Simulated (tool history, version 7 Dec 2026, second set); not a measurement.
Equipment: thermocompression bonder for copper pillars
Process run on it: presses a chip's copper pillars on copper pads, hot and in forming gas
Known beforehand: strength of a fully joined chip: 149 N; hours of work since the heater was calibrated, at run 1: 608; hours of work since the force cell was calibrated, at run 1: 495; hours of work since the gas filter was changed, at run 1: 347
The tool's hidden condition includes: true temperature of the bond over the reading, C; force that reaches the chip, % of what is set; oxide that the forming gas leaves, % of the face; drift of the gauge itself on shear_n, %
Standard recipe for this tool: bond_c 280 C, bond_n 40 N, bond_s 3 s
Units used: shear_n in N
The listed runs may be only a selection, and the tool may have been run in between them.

run    hour  bond_c  bond_n  bond_s  hours of work since the heater was calibrated  hours of work since the force cell was calibrated  hours of work since the gas filter was changed  shear_n
  1     0.0     280      40       3                                            608                                                495                                             347     65.6
  2    49.5     280      33       3                                            637                                                524                                             375     54.0
  3    96.3     280      33       3                                            664                                                551                                             402     53.2
  4   132.6     276      40       3                                            685                                                572                                             423     62.8
  5   159.8     276      40       5                                            700                                                588                                             439     74.6
      188.1  -- heater calibrated with a thermocouple chip
  6   205.3     276      40       5                                             10                                                613                                             464     67.0
      241.4  -- forming gas filter changed
  7   246.1     280      40       3                                             33                                                636                                               3     63.9
  8   280.6     283      40       3                                             53                                                656                                              23     65.9
  9   316.9     283      40       3                                             74                                                677                                              43     66.3
 10   348.8     283      40       3                                             92                                                695                                              62     65.8
 11   369.0     258      40       3                                            104                                                707                                              74     47.3
 12   417.4     258      40       3                                            132                                                735                                             101     47.7
 13   454.1     280      42       3                                            153                                                756                                             123     66.8
 14   477.2     280      44       3                                            166                                                769                                             136     69.7
 15   514.8     280      44       3                                            188                                                791                                             157     70.1
 16   553.1     280      44       3                                            210                                                813                                             180     69.9
      558.2  -- force cell calibrated
 17   579.3     280      44       3                                            224                                                 12                                             194     69.3
 18   599.5     280      40       3                                            236                                                 24                                             205     62.6
 19   647.1     280      40       3                                            263                                                 51                                             233     63.0
 20   677.1     280      40       3                                            281                                                 69                                             250     63.1
      716.4  -- force cell calibrated, once more
 21   723.6     280      40       3                                            307                                                  4                                             276     66.5
 22   759.9     280      39       2                                            327                                                 25                                             297     55.3
 23   784.8     291      27       4                                            342                                                 39                                             311     55.0
 24   821.3     262      27       5                                            363                                                 60                                             332     41.3
 25   848.5     301      39       7                                            378                                                 76                                             348    101.4
 26   880.3     301      39       7                                            397                                                 94                                             366    100.8
 27   909.6     301      39       7                                            414                                                111                                             383    101.0
 28   933.2     305      27       7                                            427                                                125                                             397     77.8
 29   977.6     291      39       2                                            453                                                151                                             422     62.7
 30  1015.4     291      39       2                                            475                                                172                                             444     62.7
 31  1044.8     280      38       7                                            492                                                189                                             461     82.6
 32  1076.4     280      38       7                                            510                                                207                                             479     82.5
     1087.4  -- forming gas filter changed
 33  1099.8     285      42       7                                            523                                                221                                               7    101.1
 34  1126.1     285      42       7                                            538                                                236                                              22    101.4
 35  1164.5     293      59       6                                            560                                                258                                              44    126.1
 36  1187.9     280      28       2                                            574                                                271                                              58     40.7
 37  1229.0     280      30       3                                            597                                                295                                              82     52.0
 38  1254.6     280      35       4                                            612                                                310                                              96     68.5
 39  1291.8     251      33       3                                            634                                                331                                             118     38.8
 40  1322.1     280      40       4                                            651                                                349                                             135     77.3

Below are 4 alternative next runs, each starting from the tool's condition after run 40. Predict each:
  A  1349.3     280      53       4                                            667                                                364                                             151        ?
  B  1349.3     273      30       3                                            667                                                364                                             151        ?
  C  1349.3     259      40       4                                            667                                                364                                             151        ?
  D  1349.3     275      38       4                                            667                                                364                                             151        ?

run  shear_n
  A     98.3
  B     47.3
  C     60.9
  D     70.0
With no hidden state in the tool, these same runs would have given:
run  shear_n
  A     91.8
  B     42.2
  C     54.3
  D     63.5
